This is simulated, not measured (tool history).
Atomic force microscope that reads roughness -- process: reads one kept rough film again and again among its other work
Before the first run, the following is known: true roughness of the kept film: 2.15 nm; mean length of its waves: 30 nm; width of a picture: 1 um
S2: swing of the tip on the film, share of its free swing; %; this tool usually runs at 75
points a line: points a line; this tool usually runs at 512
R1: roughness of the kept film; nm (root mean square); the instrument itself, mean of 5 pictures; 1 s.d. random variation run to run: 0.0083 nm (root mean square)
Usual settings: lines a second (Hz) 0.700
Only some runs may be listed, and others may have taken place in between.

run 1 hour=0.0 | lines_a_second_(Hz)=0.700 S2=75 points_a_line=512 | R1=1.934
run 2 hour=7.7 | lines_a_second_(Hz)=0.700 S2=75 points_a_line=512 | R1=1.931
run 3 hour=13.9 | lines_a_second_(Hz)=0.700 S2=75 points_a_line=512 | R1=1.938
run 4 hour=24.4 | lines_a_second_(Hz)=0.700 S2=75 points_a_line=512 | R1=1.917
run 5 hour=38.6 | lines_a_second_(Hz)=0.700 S2=75 points_a_line=512 | R1=1.922
run 6 hour=44.8 | lines_a_second_(Hz)=0.700 S2=75 points_a_line=512 | R1=1.912
run 7 hour=54.0 | lines_a_second_(Hz)=0.700 S2=55 points_a_line=512 | R1=1.944
run 8 hour=66.8 | lines_a_second_(Hz)=1.466 S2=75 points_a_line=512 | R1=1.839
run 9 hour=78.3 | lines_a_second_(Hz)=0.700 S2=75 points_a_line=512 | R1=1.877
run 10 hour=92.7 | lines_a_second_(Hz)=0.700 S2=75 points_a_line=512 | R1=1.888
run 11 hour=100.8 | lines_a_second_(Hz)=0.700 S2=75 points_a_line=512 | R1=1.890
run 12 hour=107.8 | lines_a_second_(Hz)=0.700 S2=75 points_a_line=512 | R1=1.863
run 13 hour=121.5 | lines_a_second_(Hz)=0.700 S2=75 points_a_line=512 | R1=1.861
run 14 hour=135.3 | lines_a_second_(Hz)=0.700 S2=75 points_a_line=512 | R1=1.856
run 15 hour=142.1 | lines_a_second_(Hz)=3.768 S2=75 points_a_line=512 | R1=1.643
run 16 hour=148.7 | lines_a_second_(Hz)=1.740 S2=75 points_a_line=512 | R1=1.777
run 17 hour=162.9 | lines_a_second_(Hz)=1.740 S2=75 points_a_line=512 | R1=1.772
run 18 hour=171.4 | lines_a_second_(Hz)=1.740 S2=75 points_a_line=512 | R1=1.749
run 19 hour=180.6 | lines_a_second_(Hz)=1.740 S2=75 points_a_line=930 | R1=1.769
run 20 hour=194.6 | lines_a_second_(Hz)=1.740 S2=75 points_a_line=930 | R1=1.738
run 21 hour=203.1 | lines_a_second_(Hz)=1.740 S2=75 points_a_line=930 | R1=1.755
-- hour=208.3 new tip fitted
run 22 hour=217.9 | lines_a_second_(Hz)=2.095 S2=75 points_a_line=512 | R1=1.878
run 23 hour=229.1 | lines_a_second_(Hz)=0.700 S2=77 points_a_line=866 | R1=1.958
run 24 hour=243.2 | lines_a_second_(Hz)=0.700 S2=77 points_a_line=866 | R1=1.949
run 25 hour=250.7 | lines_a_second_(Hz)=0.700 S2=77 points_a_line=866 | R1=1.935
run 26 hour=257.1 | lines_a_second_(Hz)=0.700 S2=77 points_a_line=866 | R1=1.942
run 27 hour=268.3 | lines_a_second_(Hz)=1.641 S2=75 points_a_line=342 | R1=1.854
run 28 hour=275.6 | lines_a_second_(Hz)=0.625 S2=88 points_a_line=798 | R1=1.890
run 29 hour=286.4 | lines_a_second_(Hz)=0.625 S2=79 points_a_line=798 | R1=1.922
run 30 hour=294.2 | lines_a_second_(Hz)=0.625 S2=79 points_a_line=798 | R1=1.933
run 31 hour=301.0 | lines_a_second_(Hz)=0.625 S2=79 points_a_line=798 | R1=1.911
run 32 hour=315.0 | lines_a_second_(Hz)=0.585 S2=70 points_a_line=276 | R1=1.889
run 33 hour=327.9 | lines_a_second_(Hz)=0.585 S2=70 points_a_line=276 | R1=1.895
run 34 hour=334.6 | lines_a_second_(Hz)=1.799 S2=65 points_a_line=366 | R1=1.858
run 35 hour=349.2 | lines_a_second_(Hz)=0.769 S2=75 points_a_line=609 | R1=1.879
run 36 hour=359.0 | lines_a_second_(Hz)=0.769 S2=77 points_a_line=784 | R1=1.873
run 37 hour=366.1 | lines_a_second_(Hz)=1.495 S2=77 points_a_line=784 | R1=1.803
run 38 hour=375.7 | lines_a_second_(Hz)=1.495 S2=77 points_a_line=784 | R1=1.794
run 39 hour=390.1 | lines_a_second_(Hz)=1.495 S2=77 points_a_line=784 | R1=1.791
run 40 hour=402.3 | lines_a_second_(Hz)=1.124 S2=75 points_a_line=622 | R1=1.825
run 41 hour=414.0 | lines_a_second_(Hz)=2.291 S2=89 points_a_line=392 | R1=1.565

Consider 4 possible next runs. They are alternatives, not a sequence: every one starts from the tool as it was left by run 41. What does each give?
run A hour=423.6 | lines_a_second_(Hz)=0.557 S2=69 points_a_line=878 | R1=?
run B hour=423.6 | lines_a_second_(Hz)=2.291 S2=89 points_a_line=564 | R1=?
run C hour=423.6 | lines_a_second_(Hz)=2.291 S2=66 points_a_line=625 | R1=?
run D hour=423.6 | lines_a_second_(Hz)=0.623 S2=73 points_a_line=261 | R1=?

run=A R1=1.874
run=B R1=1.577
run=C R1=1.787
run=D R1=1.834
Stripped of hidden state, with their random variation kept, the same runs would have yielded:
run=A R1=2.026
run=B R1=1.706
run=C R1=1.932
run=D R1=1.984

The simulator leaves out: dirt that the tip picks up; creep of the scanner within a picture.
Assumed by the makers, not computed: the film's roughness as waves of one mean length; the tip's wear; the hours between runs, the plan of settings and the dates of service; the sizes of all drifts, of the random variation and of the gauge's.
